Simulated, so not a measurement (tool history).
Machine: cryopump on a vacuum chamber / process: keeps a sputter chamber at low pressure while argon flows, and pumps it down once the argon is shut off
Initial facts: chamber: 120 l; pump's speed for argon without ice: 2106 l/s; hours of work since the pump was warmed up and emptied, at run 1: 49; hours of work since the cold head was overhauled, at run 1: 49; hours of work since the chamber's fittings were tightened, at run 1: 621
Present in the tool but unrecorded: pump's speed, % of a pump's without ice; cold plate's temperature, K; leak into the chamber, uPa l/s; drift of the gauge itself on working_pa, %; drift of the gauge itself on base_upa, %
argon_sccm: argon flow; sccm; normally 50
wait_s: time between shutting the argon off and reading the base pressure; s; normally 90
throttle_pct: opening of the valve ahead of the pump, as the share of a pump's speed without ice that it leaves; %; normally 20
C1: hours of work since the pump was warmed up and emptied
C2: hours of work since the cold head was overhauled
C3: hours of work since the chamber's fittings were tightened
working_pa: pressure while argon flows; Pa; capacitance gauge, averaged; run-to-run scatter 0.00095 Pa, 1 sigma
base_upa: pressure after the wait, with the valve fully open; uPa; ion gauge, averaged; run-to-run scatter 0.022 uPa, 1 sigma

Run 1, hour 0: usual settings; C1 49; C2 49; C3 621. Result: working_pa 0.2037 Pa, base_upa 1.57 uPa.
Run 2, hour 11.4: usual settings; C1 54; C2 54; C3 626. Result: working_pa 0.2018 Pa, base_upa 1.63 uPa.
Run 3, hour 27.6: usual settings but argon_sccm 31 sccm; C1 61; C2 61; C3 633. Result: working_pa 0.1257 Pa, base_upa 1.61 uPa.
Run 4, hour 38.4: usual settings but argon_sccm 31 sccm; C1 66; C2 66; C3 638. Result: working_pa 0.1245 Pa, base_upa 1.59 uPa.
Run 5, hour 58.3: usual settings but argon_sccm 31 sccm; C1 75; C2 75; C3 647. Result: working_pa 0.1249 Pa, base_upa 1.65 uPa.
Run 6, hour 70.4: usual settings but throttle_pct 34 %; C1 80; C2 80; C3 652. Result: working_pa 0.1187 Pa, base_upa 1.6 uPa.
Run 7, hour 87.3: usual settings but throttle_pct 34 %; C1 88; C2 88; C3 659. Result: working_pa 0.1215 Pa, base_upa 1.63 uPa.
Run 8, hour 101.7: usual settings but argon_sccm 69 sccm, throttle_pct 33 %; C1 94; C2 94; C3 666. Result: working_pa 0.1717 Pa, base_upa 1.68 uPa.
Run 9, hour 115.7: usual settings but argon_sccm 75 sccm, wait_s 59 s, throttle_pct 18 %; C1 100; C2 100; C3 672. Result: working_pa 0.3404 Pa, base_upa 1.93 uPa.
Run 10, hour 126.7: usual settings but argon_sccm 41 sccm, wait_s 175 s; C1 105; C2 105; C3 677. Result: working_pa 0.1668 Pa, base_upa 1.52 uPa.
Run 11, hour 143.3: usual settings but argon_sccm 32 sccm, wait_s 38 s, throttle_pct 32 %; C1 113; C2 113; C3 684. Result: working_pa 0.0821 Pa, base_upa 2.32 uPa.
Run 12, hour 160.2: usual settings but argon_sccm 32 sccm, wait_s 38 s, throttle_pct 32 %; C1 120; C2 120; C3 692. Result: working_pa 0.0832 Pa, base_upa 2.34 uPa.
Run 13, hour 183.1: usual settings but argon_sccm 32 sccm, wait_s 38 s, throttle_pct 32 %; C1 130; C2 130; C3 702. Result: working_pa 0.0826 Pa, base_upa 2.37 uPa.

Alternative continuations, all from the tool just after run 13; predict every row:
Run A, hour 206.7: usual settings but argon_sccm 24 sccm, wait_s 42 s, throttle_pct 52 %; C1 141; C2 141; C3 712. Result: working_pa ?, base_upa ?.
Run B, hour 206.7: usual settings but argon_sccm 32 sccm, wait_s 28 s, throttle_pct 42 %; C1 141; C2 141; C3 712. Result: working_pa ?, base_upa ?.
Run C, hour 206.7: usual settings but throttle_pct 38 %; C1 141; C2 141; C3 712. Result: working_pa ?, base_upa ?.
Run D, hour 206.7: usual settings but argon_sccm 45 sccm, wait_s 37 s, throttle_pct 52 %; C1 141; C2 141; C3 712. Result: working_pa ?, base_upa ?.

run  working_pa  base_upa
  A      0.0393       2.3
  B      0.0654      2.76
  C      0.1105      1.74
  D      0.0731      2.33
The same runs, with their run-to-run variation unchanged, on a tool lacking any hidden condition would have given:
run  working_pa  base_upa
  A       0.037      1.05
  B      0.0623       1.5
  C      0.1058      0.52
  D      0.0688      1.12
